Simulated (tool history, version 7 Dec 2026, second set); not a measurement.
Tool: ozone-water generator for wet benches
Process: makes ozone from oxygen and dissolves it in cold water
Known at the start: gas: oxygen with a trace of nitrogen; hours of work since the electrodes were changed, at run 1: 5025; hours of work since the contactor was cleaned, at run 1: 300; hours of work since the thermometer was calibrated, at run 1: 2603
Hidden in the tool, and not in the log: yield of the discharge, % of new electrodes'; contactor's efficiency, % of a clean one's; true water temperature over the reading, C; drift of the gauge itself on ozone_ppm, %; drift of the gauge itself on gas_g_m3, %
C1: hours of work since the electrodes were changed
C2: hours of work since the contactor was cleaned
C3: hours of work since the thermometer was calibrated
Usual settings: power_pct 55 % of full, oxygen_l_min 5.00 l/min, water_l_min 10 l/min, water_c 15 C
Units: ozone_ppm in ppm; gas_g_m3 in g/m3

run 1 hour=0.0 | power_pct=55 oxygen_l_min=5.00 water_l_min=10 water_c=15 | C1=5025 C2=300 C3=2603 | ozone_ppm=32.4 gas_g_m3=184.3
-- hour=208.4 water thermometer calibrated
run 2 hour=216.2 | power_pct=55 oxygen_l_min=5.00 water_l_min=11 water_c=15 | C1=5178 C2=452 C3=5 | ozone_ppm=30.3 gas_g_m3=184.6
run 3 hour=376.8 | power_pct=95 oxygen_l_min=5.00 water_l_min=10 water_c=15 | C1=5292 C2=566 C3=119 | ozone_ppm=49.2 gas_g_m3=285.2
run 4 hour=499.3 | power_pct=95 oxygen_l_min=5.00 water_l_min=10 water_c=15 | C1=5378 C2=653 C3=206 | ozone_ppm=49.5 gas_g_m3=284.3
run 5 hour=658.6 | power_pct=95 oxygen_l_min=5.00 water_l_min=10 water_c=15 | C1=5491 C2=765 C3=319 | ozone_ppm=49.4 gas_g_m3=282.5
run 6 hour=756.1 | power_pct=95 oxygen_l_min=5.00 water_l_min=10 water_c=15 | C1=5560 C2=834 C3=388 | ozone_ppm=48.6 gas_g_m3=282.0
run 7 hour=920.2 | power_pct=95 oxygen_l_min=5.00 water_l_min=10 water_c=15 | C1=5676 C2=950 C3=504 | ozone_ppm=48.8 gas_g_m3=280.4
run 8 hour=1094.1 | power_pct=55 oxygen_l_min=5.00 water_l_min=10 water_c=21 | C1=5799 C2=1074 C3=627 | ozone_ppm=27.9 gas_g_m3=179.8
run 9 hour=1236.0 | power_pct=55 oxygen_l_min=5.00 water_l_min=10 water_c=15 | C1=5900 C2=1174 C3=727 | ozone_ppm=31.5 gas_g_m3=181.0
run 10 hour=1404.0 | power_pct=55 oxygen_l_min=5.00 water_l_min=10 water_c=15 | C1=6019 C2=1293 C3=846 | ozone_ppm=31.1 gas_g_m3=180.8
run 11 hour=1622.1 | power_pct=55 oxygen_l_min=5.00 water_l_min=10 water_c=15 | C1=6173 C2=1447 C3=1001 | ozone_ppm=30.7 gas_g_m3=179.1
run 12 hour=1799.5 | power_pct=55 oxygen_l_min=4.58 water_l_min=10 water_c=15 | C1=6299 C2=1573 C3=1126 | ozone_ppm=31.1 gas_g_m3=186.8
run 13 hour=1948.9 | power_pct=55 oxygen_l_min=4.58 water_l_min=10 water_c=15 | C1=6404 C2=1679 C3=1232 | ozone_ppm=30.7 gas_g_m3=188.4
run 14 hour=2064.0 | power_pct=55 oxygen_l_min=4.58 water_l_min=10 water_c=15 | C1=6486 C2=1760 C3=1313 | ozone_ppm=31.2 gas_g_m3=187.5
run 15 hour=2172.6 | power_pct=55 oxygen_l_min=4.58 water_l_min=10 water_c=15 | C1=6563 C2=1837 C3=1390 | ozone_ppm=30.9 gas_g_m3=188.2
run 16 hour=2327.1 | power_pct=55 oxygen_l_min=4.58 water_l_min=10 water_c=15 | C1=6672 C2=1946 C3=1499 | ozone_ppm=30.9 gas_g_m3=186.4
run 17 hour=2472.3 | power_pct=41 oxygen_l_min=6.78 water_l_min=11 water_c=15 | C1=6775 C2=2049 C3=1602 | ozone_ppm=21.8 gas_g_m3=119.4
run 18 hour=2565.1 | power_pct=47 oxygen_l_min=5.00 water_l_min=7 water_c=15 | C1=6840 C2=2115 C3=1668 | ozone_ppm=31.9 gas_g_m3=156.4
run 19 hour=2759.5 | power_pct=94 oxygen_l_min=4.97 water_l_min=7 water_c=15 | C1=6978 C2=2252 C3=1805 | ozone_ppm=54.8 gas_g_m3=264.3
run 20 hour=2899.9 | power_pct=83 oxygen_l_min=3.12 water_l_min=14 water_c=12 | C1=7077 C2=2352 C3=1905 | ozone_ppm=33.8 gas_g_m3=310.8
run 21 hour=3057.7 | power_pct=83 oxygen_l_min=3.12 water_l_min=14 water_c=12 | C1=7189 C2=2463 C3=2017 | ozone_ppm=34.2 gas_g_m3=308.8
run 22 hour=3191.0 | power_pct=83 oxygen_l_min=3.12 water_l_min=14 water_c=12 | C1=7283 C2=2558 C3=2111 | ozone_ppm=33.7 gas_g_m3=306.8
-- hour=3342.1 contactor cleaned
run 23 hour=3389.3 | power_pct=83 oxygen_l_min=3.12 water_l_min=14 water_c=12 | C1=7421 C2=33 C3=2248 | ozone_ppm=34.1 gas_g_m3=304.2
run 24 hour=3531.1 | power_pct=55 oxygen_l_min=5.78 water_l_min=10 water_c=7 | C1=7521 C2=134 C3=2349 | ozone_ppm=34.5 gas_g_m3=160.2
run 25 hour=3722.1 | power_pct=93 oxygen_l_min=6.10 water_l_min=7 water_c=16 | C1=7657 C2=269 C3=2484 | ozone_ppm=49.9 gas_g_m3=230.8
run 26 hour=3935.5 | power_pct=54 oxygen_l_min=3.25 water_l_min=9 water_c=8 | C1=7807 C2=420 C3=2635 | ozone_ppm=36.2 gas_g_m3=211.4
run 27 hour=4040.3 | power_pct=54 oxygen_l_min=3.25 water_l_min=9 water_c=8 | C1=7882 C2=494 C3=2709 | ozone_ppm=35.5 gas_g_m3=214.2
-- hour=4099.3 water thermometer calibrated
run 28 hour=4182.0 | power_pct=54 oxygen_l_min=3.25 water_l_min=9 water_c=8 | C1=7982 C2=594 C3=59 | ozone_ppm=36.3 gas_g_m3=212.6
run 29 hour=4296.6 | power_pct=54 oxygen_l_min=3.25 water_l_min=9 water_c=8 | C1=8063 C2=675 C3=140 | ozone_ppm=35.8 gas_g_m3=212.7
run 30 hour=4425.4 | power_pct=54 oxygen_l_min=3.25 water_l_min=9 water_c=8 | C1=8154 C2=766 C3=231 | ozone_ppm=36.0 gas_g_m3=211.4
run 31 hour=4535.8 | power_pct=70 oxygen_l_min=3.87 water_l_min=10 water_c=7 | C1=8232 C2=844 C3=309 | ozone_ppm=40.4 gas_g_m3=232.1
run 32 hour=4644.0 | power_pct=70 oxygen_l_min=3.87 water_l_min=10 water_c=7 | C1=8309 C2=921 C3=386 | ozone_ppm=40.4 gas_g_m3=232.2

Forecast each of these 3 alternatives for the next run:
run A hour=4798.2 | power_pct=96 oxygen_l_min=3.87 water_l_min=10 water_c=7 | C1=8418 C2=1030 C3=495 | ozone_ppm=? gas_g_m3=?
run B hour=4798.2 | power_pct=79 oxygen_l_min=3.87 water_l_min=7 water_c=17 | C1=8418 C2=1030 C3=495 | ozone_ppm=? gas_g_m3=?
run C hour=4798.2 | power_pct=47 oxygen_l_min=3.87 water_l_min=10 water_c=7 | C1=8418 C2=1030 C3=495 | ozone_ppm=? gas_g_m3=?

run=A ozone_ppm=50.2 gas_g_m3=292.1
run=B ozone_ppm=45.9 gas_g_m3=250.2
run=C ozone_ppm=30.5 gas_g_m3=172.0
Without the tool's hidden state the same runs would have given:
run=A ozone_ppm=70.0 gas_g_m3=401.5
run=B ozone_ppm=61.4 gas_g_m3=330.3
run=C ozone_ppm=36.6 gas_g_m3=203.6
